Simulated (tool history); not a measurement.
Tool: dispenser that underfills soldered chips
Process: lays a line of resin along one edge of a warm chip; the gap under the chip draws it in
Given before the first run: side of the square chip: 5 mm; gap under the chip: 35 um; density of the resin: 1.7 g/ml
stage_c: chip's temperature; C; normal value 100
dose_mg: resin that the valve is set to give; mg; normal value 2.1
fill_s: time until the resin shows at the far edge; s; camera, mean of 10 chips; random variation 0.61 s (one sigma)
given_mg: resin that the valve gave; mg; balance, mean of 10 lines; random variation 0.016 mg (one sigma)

run,day,stage_c,dose_mg,fill_s,given_mg
1,0,100,2.1,59.5,2.05
2,0.275,100,2.1,73.5,2.05
# day 0.396: new syringe of resin
3,0.779,100,2.1,77.5,2.04
# day 0.825: new syringe of resin
4,1.2,100,2.1,72.6,2.02
# day 1.242: new syringe of resin
5,1.575,100,2.3,73.5,2.23
# day 1.65: new syringe of resin
6,1.896,100,2.38,66.9,2.29
# day 2.079: new syringe of resin
7,2.233,100,2.38,62.5,2.3
# day 2.5: new syringe of resin
8,2.538,100,2.1,59.1,2.04
# day 2.929: new syringe of resin
9,3.004,100,2.1,59.9,2
10,3.246,96,2.1,86.8,2
# day 3.358: new syringe of resin
11,3.492,96,2.1,73.6,2.02
# day 3.792: new syringe of resin
12,3.938,100,2.1,63.9,1.98
# day 4.217: new syringe of resin
13,4.233,100,2.67,54.9,2.55
# day 4.625: new syringe of resin
14,4.633,100,2.67,55.8,2.54
15,4.942,100,2.67,69.8,2.52
# day 5.054: new syringe of resin
16,5.388,114,2.67,42.1,2.53
# day 5.462: new syringe of resin
# day 5.567: dispensing valve cleaned and set on the balance
# day 5.938: new syringe of resin
17,5.95,114,2.67,32.3,2.64
# day 6.35: new syringe of resin
18,6.446,101,2.49,56.6,2.48
# day 6.783: new syringe of resin
19,6.892,94,2.58,76.4,2.53
20,7.146,94,2.58,91.7,2.55
# day 7.208: new syringe of resin
# day 7.612: new syringe of resin
21,7.612,101,2.46,53.9,2.44
22,7.954,86,2.48,128.9,2.46
# day 8.021: new syringe of resin
# day 8.438: new syringe of resin
23,8.479,100,2.05,59.9,1.99
# day 8.854: new syringe of resin
24,8.933,93,2.08,81.3,2.05
25,9.217,100,2.3,73.2,2.22
# day 9.279: new syringe of resin
26,9.55,86,1.97,126.8,1.94
# day 9.708: new syringe of resin
27,9.783,86,1.97,112.4,1.9
28,10.046,111,2.61,47.9,2.52
# day 10.133: new syringe of resin
29,10.271,107,2.48,48.4,2.42
# day 10.562: new syringe of resin
30,10.721,98,2.11,71.8,2.04
# day 10.979: new syringe of resin
31,10.996,98,2.11,62.9,2.03
32,11.229,102,1.87,65.3,1.81
# day 11.396: new syringe of resin
33,11.683,115,2.61,39.8,2.52
# day 11.808: new syringe of resin
34,12.042,91,2.21,99.7,2.11

Here are 5 independent what-if runs from the current tool condition. What would each one return?
# day 12.233: new syringe of resin
A,12.467,111,2.25,?,?
# day 12.233: new syringe of resin
B,12.467,100,2.36,?,?
# day 12.233: new syringe of resin
C,12.467,100,2.29,?,?
# day 12.233: new syringe of resin
D,12.467,109,2.19,?,?
# day 12.233: new syringe of resin
E,12.467,101,1.89,?,?

run,fill_s,given_mg
A,44.4,2.15
B,67.1,2.23
C,67.4,2.2
D,48.6,2.09
E,69.5,1.79
Had the tool no hidden state, the same runs would have come out as:
run,fill_s,given_mg
A,34.3,2.25
B,51.5,2.33
C,51.7,2.3
D,37.4,2.19
E,52.9,1.88
